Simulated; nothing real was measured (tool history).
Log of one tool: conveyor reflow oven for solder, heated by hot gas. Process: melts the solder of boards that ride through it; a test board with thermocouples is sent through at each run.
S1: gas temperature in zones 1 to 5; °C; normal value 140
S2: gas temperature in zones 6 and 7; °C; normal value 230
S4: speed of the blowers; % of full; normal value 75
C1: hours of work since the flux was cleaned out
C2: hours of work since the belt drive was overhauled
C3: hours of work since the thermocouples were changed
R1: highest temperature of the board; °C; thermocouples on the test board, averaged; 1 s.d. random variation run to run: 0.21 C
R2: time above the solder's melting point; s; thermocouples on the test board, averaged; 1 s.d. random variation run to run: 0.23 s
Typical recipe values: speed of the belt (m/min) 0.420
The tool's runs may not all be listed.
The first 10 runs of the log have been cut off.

run 11 day=20.883 | S1=140 S2=230 speed_of_the_belt_(m/min)=0.420 S4=75 | C1=216 C2=891 C3=575 | R1=218.5 R2=78.7
run 12 day=22.604 | S1=140 S2=230 speed_of_the_belt_(m/min)=0.420 S4=75 | C1=244 C2=919 C3=603 | R1=219.6 R2=78.9
run 13 day=24.112 | S1=140 S2=230 speed_of_the_belt_(m/min)=0.420 S4=75 | C1=268 C2=943 C3=627 | R1=219.2 R2=78.7
-- day=26.221 belt drive overhauled, speed set with a stopwatch
run 14 day=26.229 | S1=140 S2=230 speed_of_the_belt_(m/min)=0.420 S4=75 | C1=299 C2=0 C3=659 | R1=218.6 R2=79.4
run 15 day=29.129 | S1=140 S2=230 speed_of_the_belt_(m/min)=0.420 S4=75 | C1=346 C2=47 C3=706 | R1=218.4 R2=79.3
run 16 day=30.625 | S1=140 S2=230 speed_of_the_belt_(m/min)=0.420 S4=75 | C1=370 C2=71 C3=730 | R1=219.2 R2=79.0
run 17 day=32.396 | S1=148 S2=224 speed_of_the_belt_(m/min)=0.420 S4=75 | C1=399 C2=100 C3=758 | R1=214.9 R2=79.1
-- day=34.000 flux residue cleaned out of gas plates and filters
run 18 day=34.054 | S1=135 S2=220 speed_of_the_belt_(m/min)=0.471 S4=70 | C1=1 C2=123 C3=782 | R1=205.3 R2=53.6
run 19 day=36.525 | S1=140 S2=243 speed_of_the_belt_(m/min)=0.420 S4=75 | C1=41 C2=163 C3=822 | R1=230.9 R2=88.0
run 20 day=39.833 | S1=140 S2=230 speed_of_the_belt_(m/min)=0.420 S4=76 | C1=94 C2=216 C3=875 | R1=219.0 R2=79.3
run 21 day=42.654 | S1=140 S2=230 speed_of_the_belt_(m/min)=0.420 S4=76 | C1=140 C2=262 C3=920 | R1=219.2 R2=79.0
run 22 day=44.933 | S1=140 S2=229 speed_of_the_belt_(m/min)=0.400 S4=75 | C1=176 C2=298 C3=957 | R1=219.3 R2=83.9
run 23 day=47.304 | S1=127 S2=240 speed_of_the_belt_(m/min)=0.374 S4=75 | C1=215 C2=337 C3=995 | R1=229.8 R2=93.0
run 24 day=49.100 | S1=127 S2=240 speed_of_the_belt_(m/min)=0.362 S4=62 | C1=244 C2=366 C3=1024 | R1=228.1 R2=94.1
run 25 day=51.238 | S1=127 S2=240 speed_of_the_belt_(m/min)=0.362 S4=62 | C1=278 C2=400 C3=1059 | R1=227.7 R2=94.0

The next listed run, before its measurement:
run 26 day=54.312 | S1=140 S2=236 speed_of_the_belt_(m/min)=0.420 S4=73 | C1=328 C2=450 C3=1108 | R1=? R2=?

R1: 224.1 °C
R2: 82.6 s
With the hidden condition absent and the run-to-run variation left alone, this run would have shown R1 224.1 °C, R2 82.5 s.
